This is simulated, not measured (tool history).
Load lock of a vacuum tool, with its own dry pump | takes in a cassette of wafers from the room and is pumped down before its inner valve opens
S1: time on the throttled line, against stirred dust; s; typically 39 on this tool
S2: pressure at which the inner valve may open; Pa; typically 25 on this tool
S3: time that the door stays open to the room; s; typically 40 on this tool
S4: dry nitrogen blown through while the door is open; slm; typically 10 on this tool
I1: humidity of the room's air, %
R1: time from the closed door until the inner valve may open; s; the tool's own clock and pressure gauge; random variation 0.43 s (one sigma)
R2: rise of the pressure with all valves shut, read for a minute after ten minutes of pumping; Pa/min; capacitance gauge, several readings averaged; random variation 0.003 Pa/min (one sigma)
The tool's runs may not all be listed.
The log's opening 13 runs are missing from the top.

run,hour,S1,S2,S3,S4,I1,R1,R2
14,771.4,41,25,40,10,43.1,61,0.06
15,817.3,41,25,40,10,44.8,61.4,0.061
16,866.1,41,25,40,10,43.4,60.7,0.058
17,915.3,41,25,40,8,44,61.7,0.061
18,1007.9,41,25,40,8,44.2,61.2,0.06
19,1090.1,41,25,40,4,45.9,60.5,0.067
20,1138.4,41,39,40,4,45,59.2,0.069
21,1209.3,41,39,40,4,42.7,60.2,0.072
22,1282.9,41,39,40,4,50,59.1,0.073
23,1347.9,48,48,126,5,43.4,63.9,0.088
24,1396.7,48,37,135,5,45.6,65.3,0.101
25,1441.9,21,41,104,21,46.5,43.1,0.075
26,1506.1,37,45,238,21,43,56.2,0.081
27,1582.2,37,45,238,21,46.4,56.1,0.083
28,1653.3,55,23,189,31,42.1,72.4,0.074
29,1694.3,31,42,189,31,48.1,51.4,0.073
30,1739.7,39,28,33,10,44.9,58.9,0.072
31,1831.3,21,28,33,15,41.6,45.9,0.077
32,1872.4,21,28,33,15,46.7,45.3,0.07
33,1919.9,32,25,67,10,46.4,54.1,0.087
34,2013.3,31,27,191,22,48.8,53.3,0.093

Predict the results of run 35:
35,2070.8,64,44,33,10,42.8,?,?

Logged for run 35: R1 77.1 s, R2 0.072 Pa/min.
Take away the tool's hidden state, keep the run-to-run variation as it was, and the same run would have given R1 76.6 s, R2 0.018 Pa/min.
